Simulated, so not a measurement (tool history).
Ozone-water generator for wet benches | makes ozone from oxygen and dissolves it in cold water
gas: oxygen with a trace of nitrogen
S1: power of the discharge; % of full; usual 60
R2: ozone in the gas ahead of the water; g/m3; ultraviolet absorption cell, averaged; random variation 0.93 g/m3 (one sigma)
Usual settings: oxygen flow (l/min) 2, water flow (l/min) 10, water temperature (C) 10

{"run": 1, "hour": 0.0, "S1": 60, "oxygen flow (l/min)": 2, "water flow (l/min)": 10, "water temperature (C)": 10, "dissolved ozone (ppm)": 15.2, "R2": 152.6}
{"run": 2, "hour": 134.6, "S1": 60, "oxygen flow (l/min)": 2, "water flow (l/min)": 10, "water temperature (C)": 10, "dissolved ozone (ppm)": 15.1, "R2": 154.5}
{"run": 3, "hour": 235.7, "S1": 63, "oxygen flow (l/min)": 2, "water flow (l/min)": 10, "water temperature (C)": 10, "dissolved ozone (ppm)": 15.8, "R2": 158.7}
{"run": 4, "hour": 297.6, "S1": 63, "oxygen flow (l/min)": 2, "water flow (l/min)": 10, "water temperature (C)": 10, "dissolved ozone (ppm)": 15.5, "R2": 156.7}
{"run": 5, "hour": 373.8, "S1": 72, "oxygen flow (l/min)": 2, "water flow (l/min)": 10, "water temperature (C)": 10, "dissolved ozone (ppm)": 16.8, "R2": 172.5}
{"run": 6, "hour": 500.2, "S1": 72, "oxygen flow (l/min)": 2, "water flow (l/min)": 10, "water temperature (C)": 10, "dissolved ozone (ppm)": 16.9, "R2": 171.2}
{"run": 7, "hour": 570.2, "S1": 72, "oxygen flow (l/min)": 2.55, "water flow (l/min)": 10, "water temperature (C)": 10, "dissolved ozone (ppm)": 17.3, "R2": 152.5}
{"run": 8, "hour": 696.0, "S1": 60, "oxygen flow (l/min)": 2, "water flow (l/min)": 10, "water temperature (C)": 10, "dissolved ozone (ppm)": 15.2, "R2": 151.7}
{"run": 9, "hour": 786.1, "S1": 67, "oxygen flow (l/min)": 2, "water flow (l/min)": 10, "water temperature (C)": 10, "dissolved ozone (ppm)": 16, "R2": 162.1}
{"run": 10, "hour": 862.6, "S1": 60, "oxygen flow (l/min)": 2, "water flow (l/min)": 10, "water temperature (C)": 10, "dissolved ozone (ppm)": 15, "R2": 152.2}
{"run": 11, "hour": 972.4, "S1": 62, "oxygen flow (l/min)": 2, "water flow (l/min)": 10, "water temperature (C)": 10, "dissolved ozone (ppm)": 15.4, "R2": 156.3}
{"hour": 983.9, "done": "contactor cleaned"}
{"run": 12, "hour": 1074.9, "S1": 62, "oxygen flow (l/min)": 2, "water flow (l/min)": 10, "water temperature (C)": 10, "dissolved ozone (ppm)": 14.8, "R2": 153.9}
{"run": 13, "hour": 1208.2, "S1": 60, "oxygen flow (l/min)": 2, "water flow (l/min)": 6, "water temperature (C)": 10, "dissolved ozone (ppm)": 22.4, "R2": 151.4}
{"run": 14, "hour": 1292.9, "S1": 60, "oxygen flow (l/min)": 2, "water flow (l/min)": 6, "water temperature (C)": 10, "dissolved ozone (ppm)": 22.2, "R2": 152}
{"hour": 1338.0, "done": "water thermometer calibrated"}
{"run": 15, "hour": 1373.8, "S1": 60, "oxygen flow (l/min)": 2, "water flow (l/min)": 6, "water temperature (C)": 10, "dissolved ozone (ppm)": 22, "R2": 150.8}
{"run": 16, "hour": 1507.2, "S1": 60, "oxygen flow (l/min)": 2, "water flow (l/min)": 6, "water temperature (C)": 10, "dissolved ozone (ppm)": 22.1, "R2": 150}
{"run": 17, "hour": 1575.5, "S1": 60, "oxygen flow (l/min)": 2, "water flow (l/min)": 6, "water temperature (C)": 10, "dissolved ozone (ppm)": 21.7, "R2": 151.6}
{"run": 18, "hour": 1655.5, "S1": 60, "oxygen flow (l/min)": 2, "water flow (l/min)": 6, "water temperature (C)": 10, "dissolved ozone (ppm)": 22.2, "R2": 150.9}
{"run": 19, "hour": 1740.0, "S1": 58, "oxygen flow (l/min)": 3.35, "water flow (l/min)": 6, "water temperature (C)": 10, "dissolved ozone (ppm)": 21.8, "R2": 119}
{"hour": 1805.2, "done": "contactor cleaned, once more"}
{"run": 20, "hour": 1818.8, "S1": 60, "oxygen flow (l/min)": 2, "water flow (l/min)": 14, "water temperature (C)": 13, "dissolved ozone (ppm)": 11.1, "R2": 150.1}
{"run": 21, "hour": 1914.4, "S1": 47, "oxygen flow (l/min)": 2.91, "water flow (l/min)": 10, "water temperature (C)": 5, "dissolved ozone (ppm)": 15, "R2": 110.6}
{"run": 22, "hour": 2014.5, "S1": 60, "oxygen flow (l/min)": 2, "water flow (l/min)": 7, "water temperature (C)": 11, "dissolved ozone (ppm)": 19.9, "R2": 152.4}
{"run": 23, "hour": 2080.9, "S1": 60, "oxygen flow (l/min)": 2, "water flow (l/min)": 7, "water temperature (C)": 11, "dissolved ozone (ppm)": 20.4, "R2": 151.7}
{"run": 24, "hour": 2188.1, "S1": 75, "oxygen flow (l/min)": 2.18, "water flow (l/min)": 8, "water temperature (C)": 13, "dissolved ozone (ppm)": 20.7, "R2": 164.5}
{"run": 25, "hour": 2321.1, "S1": 75, "oxygen flow (l/min)": 2.18, "water flow (l/min)": 8, "water temperature (C)": 13, "dissolved ozone (ppm)": 20.5, "R2": 165.5}
{"run": 26, "hour": 2398.4, "S1": 80, "oxygen flow (l/min)": 2.18, "water flow (l/min)": 15, "water temperature (C)": 15, "dissolved ozone (ppm)": 12.2, "R2": 169.9}
{"run": 27, "hour": 2484.3, "S1": 50, "oxygen flow (l/min)": 2.22, "water flow (l/min)": 15, "water temperature (C)": 15, "dissolved ozone (ppm)": 9.4, "R2": 130}
{"run": 28, "hour": 2551.5, "S1": 50, "oxygen flow (l/min)": 2.22, "water flow (l/min)": 15, "water temperature (C)": 15, "dissolved ozone (ppm)": 9.5, "R2": 129.7}
{"run": 29, "hour": 2641.4, "S1": 50, "oxygen flow (l/min)": 2.22, "water flow (l/min)": 15, "water temperature (C)": 15, "dissolved ozone (ppm)": 9.2, "R2": 130.2}
{"run": 30, "hour": 2745.8, "S1": 50, "oxygen flow (l/min)": 2.22, "water flow (l/min)": 15, "water temperature (C)": 15, "dissolved ozone (ppm)": 9.2, "R2": 129.9}
{"run": 31, "hour": 2811.8, "S1": 53, "oxygen flow (l/min)": 1.95, "water flow (l/min)": 10, "water temperature (C)": 10, "dissolved ozone (ppm)": 14.2, "R2": 141.4}
{"run": 32, "hour": 2876.6, "S1": 77, "oxygen flow (l/min)": 3.51, "water flow (l/min)": 11, "water temperature (C)": 8, "dissolved ozone (ppm)": 18.4, "R2": 135.1}

Forecast each of these 3 alternatives for the next run:
{"run": "A", "hour": 2969.2, "S1": 60, "oxygen flow (l/min)": 1.09, "water flow (l/min)": 10, "water temperature (C)": 10, "dissolved ozone (ppm)": "?", "R2": "?"}
{"run": "B", "hour": 2969.2, "S1": 60, "oxygen flow (l/min)": 2, "water flow (l/min)": 7, "water temperature (C)": 16, "dissolved ozone (ppm)": "?", "R2": "?"}
{"run": "C", "hour": 2969.2, "S1": 77, "oxygen flow (l/min)": 1.75, "water flow (l/min)": 11, "water temperature (C)": 8, "dissolved ozone (ppm)": "?", "R2": "?"}

run=A dissolved_ozone_(ppm)=12.7 R2=200.9
run=B dissolved_ozone_(ppm)=18.6 R2=149.7
run=C dissolved_ozone_(ppm)=15.9 R2=185
Without the tool's hidden state the same runs would have given:
run=A dissolved_ozone_(ppm)=13.4 R2=210.5
run=B dissolved_ozone_(ppm)=19.7 R2=156.9
run=C dissolved_ozone_(ppm)=16.9 R2=195.3
